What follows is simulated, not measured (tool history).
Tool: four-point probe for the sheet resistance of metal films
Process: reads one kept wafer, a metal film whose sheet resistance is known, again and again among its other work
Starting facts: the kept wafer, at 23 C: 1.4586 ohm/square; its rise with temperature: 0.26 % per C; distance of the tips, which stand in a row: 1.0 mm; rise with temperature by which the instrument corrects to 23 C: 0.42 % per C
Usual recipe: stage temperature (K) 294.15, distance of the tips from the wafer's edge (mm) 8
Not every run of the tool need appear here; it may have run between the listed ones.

run,hour,stage temperature (K),distance of the tips from the wafer's edge (mm),sheet resistance as the instrument gives it (ohm/square)
1,0,294.15,8,1.475773
2,29.6,294.15,8,1.475352
3,57.4,294.15,8,1.47574
4,75.7,299.15,8,1.463102
5,103.9,299.15,8,1.464189
6,130.9,299.15,8,1.46351
7,153.1,298.15,30,1.454394
8,167.1,298.15,30,1.45527
9,188.4,306.15,54,1.435865
10,213.6,301.15,23,1.448365
11,232.5,301.15,23,1.448489
12,252.5,293.15,53,1.466559

What if the next run were any one of these 4? Each begins from the tool's condition after run 12:
A,278.2,305.15,40,?
B,278.2,292.15,57,?
C,278.2,303.15,19,?
D,278.2,300.15,8,?

run,sheet resistance as the instrument gives it (ohm/square)
A,1.438694
B,1.468113
C,1.444355
D,1.461687
What these runs would have given with no unlogged condition in the tool:
run,sheet resistance as the instrument gives it (ohm/square)
A,1.438691
B,1.468109
C,1.444351
D,1.461683

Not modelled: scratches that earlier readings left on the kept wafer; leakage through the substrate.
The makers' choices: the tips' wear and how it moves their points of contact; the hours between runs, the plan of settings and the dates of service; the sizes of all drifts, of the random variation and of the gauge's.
